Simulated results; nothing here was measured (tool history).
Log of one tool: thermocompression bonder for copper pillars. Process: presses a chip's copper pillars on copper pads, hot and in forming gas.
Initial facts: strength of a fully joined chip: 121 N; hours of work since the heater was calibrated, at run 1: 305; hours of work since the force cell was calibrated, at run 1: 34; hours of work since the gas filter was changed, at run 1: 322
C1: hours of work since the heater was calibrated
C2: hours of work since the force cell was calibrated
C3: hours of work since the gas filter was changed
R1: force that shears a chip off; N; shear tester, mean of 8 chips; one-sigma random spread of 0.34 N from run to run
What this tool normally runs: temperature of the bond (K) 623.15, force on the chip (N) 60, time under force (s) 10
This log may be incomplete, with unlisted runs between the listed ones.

run 1 hour=0 | temperature_of_the_bond_(K)=623.15 force_on_the_chip_(N)=60 time_under_force_(s)=10 | C1=305 C2=34 C3=322 | R1=63.8
run 2 hour=10.3 | temperature_of_the_bond_(K)=623.15 force_on_the_chip_(N)=60 time_under_force_(s)=10 | C1=312 C2=41 C3=330 | R1=64.6
run 3 hour=18.7 | temperature_of_the_bond_(K)=623.15 force_on_the_chip_(N)=60 time_under_force_(s)=10 | C1=318 C2=47 C3=336 | R1=64
-- hour=25.9 forming gas filter changed
run 4 hour=28.4 | temperature_of_the_bond_(K)=623.15 force_on_the_chip_(N)=60 time_under_force_(s)=17 | C1=325 C2=54 C3=2 | R1=76.6
run 5 hour=36.8 | temperature_of_the_bond_(K)=623.15 force_on_the_chip_(N)=60 time_under_force_(s)=17 | C1=331 C2=60 C3=8 | R1=76.1
run 6 hour=42.4 | temperature_of_the_bond_(K)=623.15 force_on_the_chip_(N)=48 time_under_force_(s)=10 | C1=335 C2=64 C3=12 | R1=57
run 7 hour=48.9 | temperature_of_the_bond_(K)=623.15 force_on_the_chip_(N)=48 time_under_force_(s)=10 | C1=339 C2=69 C3=16 | R1=57.1
run 8 hour=56.3 | temperature_of_the_bond_(K)=623.15 force_on_the_chip_(N)=48 time_under_force_(s)=10 | C1=345 C2=74 C3=22 | R1=57
run 9 hour=61.6 | temperature_of_the_bond_(K)=623.15 force_on_the_chip_(N)=48 time_under_force_(s)=10 | C1=348 C2=78 C3=26 | R1=57.5
run 10 hour=71.3 | temperature_of_the_bond_(K)=623.15 force_on_the_chip_(N)=48 time_under_force_(s)=10 | C1=355 C2=85 C3=32 | R1=57.1
run 11 hour=80.6 | temperature_of_the_bond_(K)=623.15 force_on_the_chip_(N)=48 time_under_force_(s)=10 | C1=362 C2=91 C3=39 | R1=56.9
run 12 hour=88.7 | temperature_of_the_bond_(K)=623.15 force_on_the_chip_(N)=85 time_under_force_(s)=10 | C1=368 C2=97 C3=45 | R1=76.6
run 13 hour=97.4 | temperature_of_the_bond_(K)=623.15 force_on_the_chip_(N)=60 time_under_force_(s)=10 | C1=374 C2=103 C3=51 | R1=64.9
run 14 hour=102 | temperature_of_the_bond_(K)=623.15 force_on_the_chip_(N)=60 time_under_force_(s)=10 | C1=377 C2=107 C3=55 | R1=64.5
run 15 hour=112.1 | temperature_of_the_bond_(K)=623.15 force_on_the_chip_(N)=60 time_under_force_(s)=10 | C1=385 C2=114 C3=62 | R1=64.5
run 16 hour=120.8 | temperature_of_the_bond_(K)=623.15 force_on_the_chip_(N)=60 time_under_force_(s)=10 | C1=391 C2=120 C3=68 | R1=64.4
run 17 hour=127.8 | temperature_of_the_bond_(K)=623.15 force_on_the_chip_(N)=60 time_under_force_(s)=10 | C1=396 C2=125 C3=73 | R1=64.9
run 18 hour=137.5 | temperature_of_the_bond_(K)=623.15 force_on_the_chip_(N)=60 time_under_force_(s)=10 | C1=403 C2=132 C3=80 | R1=64.1
run 19 hour=146.4 | temperature_of_the_bond_(K)=623.15 force_on_the_chip_(N)=60 time_under_force_(s)=10 | C1=409 C2=139 C3=86 | R1=64.3
run 20 hour=155.8 | temperature_of_the_bond_(K)=612.15 force_on_the_chip_(N)=60 time_under_force_(s)=10 | C1=416 C2=145 C3=93 | R1=57.3
run 21 hour=160.4 | temperature_of_the_bond_(K)=612.15 force_on_the_chip_(N)=60 time_under_force_(s)=10 | C1=419 C2=149 C3=96 | R1=56.9
run 22 hour=170.7 | temperature_of_the_bond_(K)=612.15 force_on_the_chip_(N)=60 time_under_force_(s)=10 | C1=427 C2=156 C3=104 | R1=57
run 23 hour=175.6 | temperature_of_the_bond_(K)=612.15 force_on_the_chip_(N)=60 time_under_force_(s)=10 | C1=430 C2=160 C3=107 | R1=56.4
run 24 hour=183.6 | temperature_of_the_bond_(K)=605.15 force_on_the_chip_(N)=73 time_under_force_(s)=21 | C1=436 C2=165 C3=113 | R1=74.2
run 25 hour=190.2 | temperature_of_the_bond_(K)=605.15 force_on_the_chip_(N)=73 time_under_force_(s)=21 | C1=440 C2=170 C3=118 | R1=74.8
run 26 hour=194.9 | temperature_of_the_bond_(K)=637.15 force_on_the_chip_(N)=41 time_under_force_(s)=6 | C1=444 C2=173 C3=121 | R1=50.3
run 27 hour=199.3 | temperature_of_the_bond_(K)=635.15 force_on_the_chip_(N)=60 time_under_force_(s)=5 | C1=447 C2=176 C3=124 | R1=57.1
run 28 hour=207.5 | temperature_of_the_bond_(K)=609.15 force_on_the_chip_(N)=77 time_under_force_(s)=29 | C1=453 C2=182 C3=130 | R1=87.3
run 29 hour=213.8 | temperature_of_the_bond_(K)=597.15 force_on_the_chip_(N)=50 time_under_force_(s)=10 | C1=457 C2=187 C3=135 | R1=42.6
run 30 hour=221.4 | temperature_of_the_bond_(K)=620.15 force_on_the_chip_(N)=86 time_under_force_(s)=10 | C1=463 C2=192 C3=140 | R1=75.1
run 31 hour=230.5 | temperature_of_the_bond_(K)=636.15 force_on_the_chip_(N)=45 time_under_force_(s)=19 | C1=469 C2=199 C3=147 | R1=77.4
run 32 hour=240.6 | temperature_of_the_bond_(K)=628.15 force_on_the_chip_(N)=38 time_under_force_(s)=10 | C1=477 C2=206 C3=154 | R1=52.5
run 33 hour=249.9 | temperature_of_the_bond_(K)=636.15 force_on_the_chip_(N)=88 time_under_force_(s)=9 | C1=483 C2=213 C3=161 | R1=83.8
run 34 hour=257.7 | temperature_of_the_bond_(K)=626.15 force_on_the_chip_(N)=89 time_under_force_(s)=11 | C1=489 C2=218 C3=166 | R1=82.2
run 35 hour=264.9 | temperature_of_the_bond_(K)=626.15 force_on_the_chip_(N)=89 time_under_force_(s)=11 | C1=494 C2=223 C3=171 | R1=81.6
run 36 hour=274.7 | temperature_of_the_bond_(K)=626.15 force_on_the_chip_(N)=89 time_under_force_(s)=11 | C1=501 C2=231 C3=178 | R1=81.7
run 37 hour=282.2 | temperature_of_the_bond_(K)=626.15 force_on_the_chip_(N)=66 time_under_force_(s)=27 | C1=506 C2=236 C3=184 | R1=91
run 38 hour=289 | temperature_of_the_bond_(K)=623.15 force_on_the_chip_(N)=52 time_under_force_(s)=14 | C1=511 C2=241 C3=189 | R1=67.3
run 39 hour=295.8 | temperature_of_the_bond_(K)=603.15 force_on_the_chip_(N)=55 time_under_force_(s)=6 | C1=516 C2=246 C3=193 | R1=39.6

What if the next run were any one of these 4? Each begins from the tool's condition after run 39:
run A hour=301.8 | temperature_of_the_bond_(K)=621.15 force_on_the_chip_(N)=49 time_under_force_(s)=6 | C1=520 C2=250 C3=198 | R1=?
run B hour=301.8 | temperature_of_the_bond_(K)=623.15 force_on_the_chip_(N)=60 time_under_force_(s)=7 | C1=520 C2=250 C3=198 | R1=?
run C hour=301.8 | temperature_of_the_bond_(K)=603.15 force_on_the_chip_(N)=55 time_under_force_(s)=9 | C1=520 C2=250 C3=198 | R1=?
run D hour=301.8 | temperature_of_the_bond_(K)=602.15 force_on_the_chip_(N)=80 time_under_force_(s)=17 | C1=520 C2=250 C3=198 | R1=?

run=A R1=46.9
run=B R1=57.2
run=C R1=46.5
run=D R1=70.9
The same runs, with their run-to-run variation unchanged, on a tool lacking any hidden condition would have given:
run=A R1=47
run=B R1=57.3
run=C R1=46.5
run=D R1=71
